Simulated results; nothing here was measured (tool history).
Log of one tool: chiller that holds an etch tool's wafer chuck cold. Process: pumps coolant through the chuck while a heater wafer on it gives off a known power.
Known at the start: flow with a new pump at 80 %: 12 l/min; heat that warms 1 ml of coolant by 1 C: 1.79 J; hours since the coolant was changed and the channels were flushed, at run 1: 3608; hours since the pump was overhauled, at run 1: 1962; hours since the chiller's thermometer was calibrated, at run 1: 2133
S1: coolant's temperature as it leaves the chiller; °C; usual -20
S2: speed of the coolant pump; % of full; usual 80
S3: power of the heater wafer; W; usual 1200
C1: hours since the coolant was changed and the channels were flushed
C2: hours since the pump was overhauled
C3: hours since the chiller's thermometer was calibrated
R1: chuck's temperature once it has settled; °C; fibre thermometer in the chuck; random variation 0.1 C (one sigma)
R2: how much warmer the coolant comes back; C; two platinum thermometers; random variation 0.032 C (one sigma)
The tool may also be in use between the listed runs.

{"run": 1, "hour": 0.0, "S1": -20, "S2": 80, "S3": 1200, "C1": 3608, "C2": 1962, "C3": 2133, "R1": -9.2, "R2": 3.37}
{"run": 2, "hour": 28.5, "S1": -18, "S2": 80, "S3": 1200, "C1": 3637, "C2": 1990, "C3": 2161, "R1": -7, "R2": 3.42}
{"run": 3, "hour": 52.1, "S1": -18, "S2": 80, "S3": 1200, "C1": 3660, "C2": 2014, "C3": 2185, "R1": -7, "R2": 3.37}
{"run": 4, "hour": 96.0, "S1": -18, "S2": 80, "S3": 1200, "C1": 3704, "C2": 2058, "C3": 2229, "R1": -7, "R2": 3.47}
{"run": 5, "hour": 146.9, "S1": -20, "S2": 65, "S3": 1200, "C1": 3755, "C2": 2109, "C3": 2280, "R1": -7, "R2": 4.24}
{"run": 6, "hour": 198.6, "S1": -20, "S2": 99, "S3": 1200, "C1": 3807, "C2": 2160, "C3": 2331, "R1": -10.9, "R2": 2.79}
{"run": 7, "hour": 228.7, "S1": -20, "S2": 80, "S3": 1200, "C1": 3837, "C2": 2190, "C3": 2361, "R1": -9.3, "R2": 3.45}
{"run": 8, "hour": 271.9, "S1": -20, "S2": 80, "S3": 1200, "C1": 3880, "C2": 2234, "C3": 2405, "R1": -9.1, "R2": 3.56}
{"run": 9, "hour": 319.1, "S1": -20, "S2": 80, "S3": 994, "C1": 3927, "C2": 2281, "C3": 2452, "R1": -10.9, "R2": 2.97}
{"run": 10, "hour": 350.2, "S1": -20, "S2": 80, "S3": 1019, "C1": 3959, "C2": 2312, "C3": 2483, "R1": -10.9, "R2": 3.11}
{"run": 11, "hour": 379.3, "S1": -25, "S2": 80, "S3": 1019, "C1": 3988, "C2": 2341, "C3": 2512, "R1": -15.7, "R2": 3.1}
{"hour": 403.8, "done": "coolant changed, channels flushed"}
{"run": 12, "hour": 431.6, "S1": -25, "S2": 80, "S3": 1019, "C1": 28, "C2": 2387, "C3": 2558, "R1": -16, "R2": 3.14}
{"run": 13, "hour": 477.9, "S1": -20, "S2": 80, "S3": 1200, "C1": 74, "C2": 2434, "C3": 2605, "R1": -9.4, "R2": 3.69}
{"run": 14, "hour": 529.3, "S1": -20, "S2": 80, "S3": 1200, "C1": 125, "C2": 2485, "C3": 2656, "R1": -9.2, "R2": 3.68}
{"run": 15, "hour": 573.8, "S1": -20, "S2": 80, "S3": 1200, "C1": 170, "C2": 2530, "C3": 2701, "R1": -9.2, "R2": 3.74}
{"run": 16, "hour": 619.1, "S1": -20, "S2": 80, "S3": 1200, "C1": 215, "C2": 2575, "C3": 2746, "R1": -9.2, "R2": 3.82}
{"run": 17, "hour": 654.8, "S1": -20, "S2": 80, "S3": 1200, "C1": 251, "C2": 2611, "C3": 2782, "R1": -9.2, "R2": 3.83}
{"run": 18, "hour": 691.9, "S1": -20, "S2": 80, "S3": 1200, "C1": 288, "C2": 2648, "C3": 2819, "R1": -9.1, "R2": 3.81}
{"hour": 700.5, "done": "gauge calibrated"}
{"run": 19, "hour": 720.9, "S1": -20, "S2": 80, "S3": 1104, "C1": 317, "C2": 2677, "C3": 2848, "R1": -9.8, "R2": 3.12}
{"run": 20, "hour": 769.7, "S1": -15, "S2": 86, "S3": 1104, "C1": 366, "C2": 2725, "C3": 2896, "R1": -5.7, "R2": 2.89}
{"run": 21, "hour": 812.0, "S1": -15, "S2": 86, "S3": 1104, "C1": 408, "C2": 2768, "C3": 2939, "R1": -5.6, "R2": 2.9}
{"run": 22, "hour": 849.7, "S1": -23, "S2": 94, "S3": 1104, "C1": 446, "C2": 2805, "C3": 2976, "R1": -14.3, "R2": 2.75}
{"run": 23, "hour": 883.7, "S1": -23, "S2": 94, "S3": 1104, "C1": 480, "C2": 2839, "C3": 3010, "R1": -14.1, "R2": 2.73}
{"run": 24, "hour": 918.4, "S1": -11, "S2": 97, "S3": 811, "C1": 515, "C2": 2874, "C3": 3045, "R1": -4.8, "R2": 1.98}
{"run": 25, "hour": 957.1, "S1": -11, "S2": 97, "S3": 811, "C1": 553, "C2": 2913, "C3": 3084, "R1": -4.8, "R2": 1.99}
{"run": 26, "hour": 1006.4, "S1": -14, "S2": 60, "S3": 811, "C1": 603, "C2": 2962, "C3": 3133, "R1": -4.7, "R2": 3.26}
{"run": 27, "hour": 1054.7, "S1": -26, "S2": 71, "S3": 811, "C1": 651, "C2": 3010, "C3": 3181, "R1": -18, "R2": 2.8}
{"run": 28, "hour": 1084.6, "S1": -27, "S2": 87, "S3": 1678, "C1": 681, "C2": 3040, "C3": 3211, "R1": -12.8, "R2": 4.57}
{"run": 29, "hour": 1117.7, "S1": -21, "S2": 98, "S3": 1555, "C1": 714, "C2": 3073, "C3": 3244, "R1": -9.1, "R2": 3.82}
{"run": 30, "hour": 1140.5, "S1": -20, "S2": 88, "S3": 1500, "C1": 737, "C2": 3096, "C3": 3267, "R1": -7.3, "R2": 4.09}
{"run": 31, "hour": 1172.3, "S1": -14, "S2": 88, "S3": 1706, "C1": 768, "C2": 3128, "C3": 3299, "R1": 0.3, "R2": 4.68}

Forecast each of these 4 alternatives for the next run:
{"run": "A", "hour": 1213.6, "S1": -14, "S2": 88, "S3": 1550, "C1": 810, "C2": 3169, "C3": 3340, "R1": "?", "R2": "?"}
{"run": "B", "hour": 1213.6, "S1": -23, "S2": 86, "S3": 1200, "C1": 810, "C2": 3169, "C3": 3340, "R1": "?", "R2": "?"}
{"run": "C", "hour": 1213.6, "S1": -21, "S2": 95, "S3": 1200, "C1": 810, "C2": 3169, "C3": 3340, "R1": "?", "R2": "?"}
{"run": "D", "hour": 1213.6, "S1": -20, "S2": 80, "S3": 834, "C1": 810, "C2": 3169, "C3": 3340, "R1": "?", "R2": "?"}

run=A R1=-1 R2=4.29
run=B R1=-12.7 R2=3.49
run=C R1=-11.6 R2=3.17
run=D R1=-12.5 R2=2.64
Without the tool's hidden state the same runs would have given:
run=A R1=-1.1 R2=3.92
run=B R1=-12.7 R2=3.12
run=C R1=-11.6 R2=2.81
run=D R1=-12.6 R2=2.28

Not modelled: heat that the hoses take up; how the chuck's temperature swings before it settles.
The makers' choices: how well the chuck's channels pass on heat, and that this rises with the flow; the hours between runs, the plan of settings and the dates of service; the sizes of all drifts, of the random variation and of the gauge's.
